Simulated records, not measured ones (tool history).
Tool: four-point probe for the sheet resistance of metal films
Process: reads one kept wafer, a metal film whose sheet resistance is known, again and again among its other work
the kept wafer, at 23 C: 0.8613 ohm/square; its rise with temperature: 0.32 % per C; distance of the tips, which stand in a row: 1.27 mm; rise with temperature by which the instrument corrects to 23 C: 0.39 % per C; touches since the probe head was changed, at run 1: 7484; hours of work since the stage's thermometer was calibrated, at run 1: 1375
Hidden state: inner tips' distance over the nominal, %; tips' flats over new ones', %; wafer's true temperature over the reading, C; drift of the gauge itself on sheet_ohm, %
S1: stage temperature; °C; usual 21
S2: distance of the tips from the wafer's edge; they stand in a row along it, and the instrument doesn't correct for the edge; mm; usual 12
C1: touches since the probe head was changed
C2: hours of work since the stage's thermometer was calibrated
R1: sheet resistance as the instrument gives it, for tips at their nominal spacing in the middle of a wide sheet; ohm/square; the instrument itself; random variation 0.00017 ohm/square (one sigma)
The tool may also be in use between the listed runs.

run     day  S1  S2     C1    C2        R1
  1   0.000  21  12   7484  1375  0.866602
  2   0.796  21  12   7854  1390  0.866640
  3   1.950  21  12   8391  1412  0.866466
  4   2.783  27  12   8780  1428  0.863129
  5   3.971  21  12   9333  1450  0.866456
  6   4.967  21  12   9796  1469  0.866329
  7   6.050  21  12  10302  1489  0.866963
  8   6.596  21   8  10554  1500  0.873218
  9   7.488  21   8  10969  1516  0.872978
 10   8.392  21   8  11392  1534  0.872716
 11   9.138  21  42  11738  1548  0.862141
 12  10.292  21  42  12275  1569  0.861454
 13  11.279  30  12  12735  1588  0.861094
 14  12.146  26  12  13139  1604  0.863420
 15  13.271  24  10  13662  1625  0.867448
 16  14.475  25   7  14223  1648  0.874064
 17  15.275  28  55  14596  1663  0.857806
 18  16.467  21  16  15150  1686  0.864459
 19  17.683  21  16  15717  1708  0.864441
 20  18.846  27  24  16258  1730  0.859055
 21  19.658  27  24  16636  1746  0.859263
 22  20.488  27  67  17022  1761  0.857958
 23  21.042  33  12  17280  1772  0.859828
 24  22.075  31  10  17760  1791  0.863545
 25  23.096  20  12  18236  1810  0.867011

Run 26 comes next. What will it give?
 26  23.975  20  12  18646  1827   ?

Run 26 gave R1 0.867134 ohm/square.
Without the tool's hidden state the same run would have given R1 0.868219 ohm/square.
